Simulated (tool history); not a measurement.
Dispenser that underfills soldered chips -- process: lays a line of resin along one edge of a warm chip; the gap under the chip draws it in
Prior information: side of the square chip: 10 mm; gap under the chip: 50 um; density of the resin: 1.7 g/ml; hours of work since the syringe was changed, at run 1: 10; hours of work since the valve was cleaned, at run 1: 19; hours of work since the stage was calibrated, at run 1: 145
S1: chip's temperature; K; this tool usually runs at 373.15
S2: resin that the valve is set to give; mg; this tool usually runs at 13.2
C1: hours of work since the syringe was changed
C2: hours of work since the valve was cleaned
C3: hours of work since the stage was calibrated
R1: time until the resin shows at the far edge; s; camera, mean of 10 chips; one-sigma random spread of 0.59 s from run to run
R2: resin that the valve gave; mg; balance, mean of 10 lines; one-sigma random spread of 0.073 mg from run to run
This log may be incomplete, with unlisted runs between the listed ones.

run   hour      S1    S2  C1  C2   C3     R1     R2
  1    0.0  373.15  13.2  10  19  145   74.5  12.95
       2.7  -- new syringe of resin
  2    4.7  373.15  13.2   1  22  148   57.3  12.86
  3   11.8  373.15  13.2   7  27  153   69.4  12.86
      19.1  -- new syringe of resin
  4   19.5  373.15  13.2   0  32  159   53.0  13.00
  5   24.5  373.15  13.2   4  36  162   61.6  12.76
  6   29.2  373.15  13.2   7  39  166   67.9  12.58
  7   32.8  373.15  13.2  10  42  168   73.9  12.73
      35.6  -- new syringe of resin
  8   37.6  373.15  13.2   1  45  172   56.5  12.72
  9   42.2  373.15  13.2   5  49  175   63.0  12.64
 10   46.6  373.15  13.2   8  52  178   69.8  12.67
      52.1  -- new syringe of resin
 11   54.5  371.15  13.2   2  57  184   62.3  12.57
 12   58.6  371.15  13.2   5  60  187   68.7  12.51
 13   62.6  373.15  15.1   8  63  189   68.8  14.38
 14   67.6  373.15  15.1  11  67  193   78.0  14.23
      68.5  -- new syringe of resin
      74.8  -- dispensing valve cleaned and set on the balance
 15   75.4  360.15  11.3   4   0  198  105.9  11.24
 16   81.9  365.15  11.3   9   5  202  102.8  11.23
      86.1  -- new syringe of resin
 17   87.1  365.15  11.3   1   9  206   75.3  11.20
 18   92.5  372.15  15.5   5  13  210   64.0  15.25
 19   97.9  377.15  15.5   9  16  214   61.7  15.27
     102.3  -- new syringe of resin
 20  104.0  369.15  13.2   1  21  218   62.7  12.98
 21  110.2  361.15  11.9   6  25  223  103.8  11.67

Selected run-to-run steps in R1, each split into two signed amounts: the part the tool would show with no hidden state at all (from settings, incoming material and random variation), and the remainder, which goes to the hidden state together with any gauge scatter not common to the measured and the hidden-state-free results:
Hidden state at play: resin's viscosity, % of fresh resin's; dose that the valve gives, % of what is set; true chip temperature over the reading, C; drift of the gauge itself on fill_s, %; drift of the gauge itself on given_mg, %.
Run 7 -> 8: new syringe of resin. R1 -17.4 s: hidden state -19.0, all else +1.6.
Run 14 -> 15: S1 373.15 -> 360.15, S2 15.1 -> 11.3, new syringe of resin, dispensing valve cleaned and set on the balance. R1 +27.9 s: hidden state -8.1, all else +36.0.
Run 16 -> 17: new syringe of resin. R1 -27.5 s: hidden state -25.5, all else -2.0.
Run 20 -> 21: S1 369.15 -> 361.15, S2 13.2 -> 11.9. R1 +41.1 s: hidden state +17.8, all else +23.3.
